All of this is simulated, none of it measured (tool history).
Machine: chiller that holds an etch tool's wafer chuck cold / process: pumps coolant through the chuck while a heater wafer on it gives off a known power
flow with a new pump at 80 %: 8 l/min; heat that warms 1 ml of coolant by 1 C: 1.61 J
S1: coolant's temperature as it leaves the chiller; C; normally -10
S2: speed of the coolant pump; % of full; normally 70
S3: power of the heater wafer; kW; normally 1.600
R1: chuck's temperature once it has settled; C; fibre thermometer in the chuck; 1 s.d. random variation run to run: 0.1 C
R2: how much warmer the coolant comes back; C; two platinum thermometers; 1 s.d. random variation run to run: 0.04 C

{"run": 1, "hour": 0.0, "S1": -10, "S2": 70, "S3": 1.6, "R1": 9.8, "R2": 8.89}
{"run": 2, "hour": 94.9, "S1": -10, "S2": 70, "S3": 1.6, "R1": 9.8, "R2": 8.77}
{"run": 3, "hour": 239.6, "S1": -10, "S2": 70, "S3": 1.6, "R1": 9.9, "R2": 8.82}
{"run": 4, "hour": 386.5, "S1": -10, "S2": 70, "S3": 1.6, "R1": 9.9, "R2": 8.85}
{"run": 5, "hour": 562.8, "S1": -10, "S2": 70, "S3": 1.6, "R1": 10.0, "R2": 8.87}
{"run": 6, "hour": 646.0, "S1": -10, "S2": 70, "S3": 1.6, "R1": 10.0, "R2": 8.91}
{"run": 7, "hour": 849.0, "S1": -10, "S2": 70, "S3": 1.6, "R1": 10.1, "R2": 8.87}
{"run": 8, "hour": 975.8, "S1": -10, "S2": 70, "S3": 1.6, "R1": 10.2, "R2": 8.87}
{"run": 9, "hour": 1105.7, "S1": -10, "S2": 70, "S3": 1.6, "R1": 10.2, "R2": 8.98}
{"run": 10, "hour": 1202.0, "S1": -10, "S2": 79, "S3": 2.235, "R1": 16.0, "R2": 10.89}
{"run": 11, "hour": 1405.1, "S1": -10, "S2": 79, "S3": 2.235, "R1": 16.2, "R2": 11.14}
{"run": 12, "hour": 1518.8, "S1": -10, "S2": 79, "S3": 2.235, "R1": 16.3, "R2": 11.16}
{"run": 13, "hour": 1627.3, "S1": -10, "S2": 79, "S3": 2.235, "R1": 16.5, "R2": 11.16}
{"run": 14, "hour": 1756.2, "S1": -10, "S2": 79, "S3": 2.235, "R1": 16.5, "R2": 11.22}
{"run": 15, "hour": 1957.7, "S1": -7, "S2": 76, "S3": 1.442, "R1": 10.6, "R2": 7.58}
{"run": 16, "hour": 2130.2, "S1": -14, "S2": 70, "S3": 1.232, "R1": 1.4, "R2": 6.63}
{"run": 17, "hour": 2262.8, "S1": -18, "S2": 68, "S3": 1.232, "R1": -2.3, "R2": 6.88}
{"run": 18, "hour": 2382.3, "S1": -18, "S2": 68, "S3": 1.232, "R1": -2.4, "R2": 6.84}

The log once held 2 entries between its listed runs, left out of this copy. Where does each go, and what is different about the tool's unlogged condition between the listed run before it and the listed run after it?
From run 10 to run 11: coolant pump overhauled (hour 1221.4)
  heat passed by the chuck's channels, % of clean ones': 96.1 -> 95.9; flow at a given pump speed, % of a new pump's: 97 -> 95.1; coolant's true temperature over the reading, C: -0.1 -> -0.11
  measured minus no-state result, R1: +1.1 -> +1.5 C; R2: +0.33 -> +0.55 C
From run 15 to run 16: coolant pump overhauled, once more (hour 2108.0)
  heat passed by the chuck's channels, % of clean ones': 95 -> 94.8; flow at a given pump speed, % of a new pump's: 94.3 -> 100.4; coolant's true temperature over the reading, C: -0.12 -> -0.13
  measured minus no-state result, R1: +1.2 -> +0.5 C; R2: +0.43 -> -0.03 C
